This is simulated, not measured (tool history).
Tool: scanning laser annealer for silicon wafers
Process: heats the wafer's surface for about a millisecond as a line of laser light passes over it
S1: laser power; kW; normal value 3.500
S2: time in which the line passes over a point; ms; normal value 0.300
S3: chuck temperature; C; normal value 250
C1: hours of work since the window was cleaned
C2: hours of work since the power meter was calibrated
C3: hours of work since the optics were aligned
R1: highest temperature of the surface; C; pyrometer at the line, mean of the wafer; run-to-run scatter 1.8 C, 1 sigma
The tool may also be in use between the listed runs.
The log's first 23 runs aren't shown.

{"run": 24, "hour": 157.0, "S1": 3.5, "S2": 0.218, "S3": 250, "C1": 525, "C2": 233, "C3": 1460, "R1": 854}
{"hour": 159.7, "done": "window over the wafer cleaned"}
{"run": 25, "hour": 167.4, "S1": 3.5, "S2": 0.3, "S3": 268, "C1": 5, "C2": 238, "C3": 1465, "R1": 953}
{"run": 26, "hour": 173.9, "S1": 3.604, "S2": 0.3, "S3": 268, "C1": 9, "C2": 242, "C3": 1469, "R1": 976}
{"run": 27, "hour": 181.3, "S1": 3.604, "S2": 0.3, "S3": 268, "C1": 13, "C2": 247, "C3": 1474, "R1": 978}
{"run": 28, "hour": 187.2, "S1": 3.801, "S2": 0.239, "S3": 268, "C1": 17, "C2": 251, "C3": 1477, "R1": 959}
{"run": 29, "hour": 194.1, "S1": 3.801, "S2": 0.282, "S3": 213, "C1": 21, "C2": 255, "C3": 1482, "R1": 956}
{"hour": 202.0, "done": "window over the wafer cleaned, once more"}
{"run": 30, "hour": 204.6, "S1": 3.5, "S2": 0.325, "S3": 222, "C1": 2, "C2": 260, "C3": 1487, "R1": 971}
{"run": 31, "hour": 214.7, "S1": 3.5, "S2": 0.283, "S3": 222, "C1": 8, "C2": 266, "C3": 1493, "R1": 928}
{"run": 32, "hour": 222.5, "S1": 3.5, "S2": 0.3, "S3": 239, "C1": 13, "C2": 271, "C3": 1498, "R1": 959}
{"run": 33, "hour": 229.8, "S1": 3.616, "S2": 0.261, "S3": 254, "C1": 17, "C2": 275, "C3": 1502, "R1": 962}
{"run": 34, "hour": 234.4, "S1": 3.665, "S2": 0.321, "S3": 276, "C1": 20, "C2": 278, "C3": 1505, "R1": 1061}
{"run": 35, "hour": 238.6, "S1": 3.665, "S2": 0.321, "S3": 276, "C1": 23, "C2": 281, "C3": 1508, "R1": 1065}
{"run": 36, "hour": 243.5, "S1": 3.665, "S2": 0.321, "S3": 276, "C1": 26, "C2": 284, "C3": 1511, "R1": 1066}
{"run": 37, "hour": 251.4, "S1": 3.279, "S2": 0.221, "S3": 250, "C1": 30, "C2": 289, "C3": 1516, "R1": 830}
{"run": 38, "hour": 256.2, "S1": 3.279, "S2": 0.266, "S3": 248, "C1": 33, "C2": 292, "C3": 1519, "R1": 876}
{"run": 39, "hour": 260.9, "S1": 3.279, "S2": 0.266, "S3": 248, "C1": 36, "C2": 295, "C3": 1521, "R1": 876}
{"run": 40, "hour": 268.3, "S1": 3.147, "S2": 0.299, "S3": 252, "C1": 41, "C2": 299, "C3": 1526, "R1": 878}

Below are 4 alternative next runs, each starting from the tool's condition after run 40. Predict each:
{"run": "A", "hour": 275.5, "S1": 3.11, "S2": 0.299, "S3": 213, "C1": 45, "C2": 304, "C3": 1530, "R1": "?"}
{"run": "B", "hour": 275.5, "S1": 3.5, "S2": 0.217, "S3": 229, "C1": 45, "C2": 304, "C3": 1530, "R1": "?"}
{"run": "C", "hour": 275.5, "S1": 3.524, "S2": 0.3, "S3": 250, "C1": 45, "C2": 304, "C3": 1530, "R1": "?"}
{"run": "D", "hour": 275.5, "S1": 3.051, "S2": 0.3, "S3": 250, "C1": 45, "C2": 304, "C3": 1530, "R1": "?"}

run=A R1=828
run=B R1=854
run=C R1=978
run=D R1=849
Without the tool's hidden state the same runs would have given:
run=A R1=847
run=B R1=874
run=C R1=1000
run=D R1=868
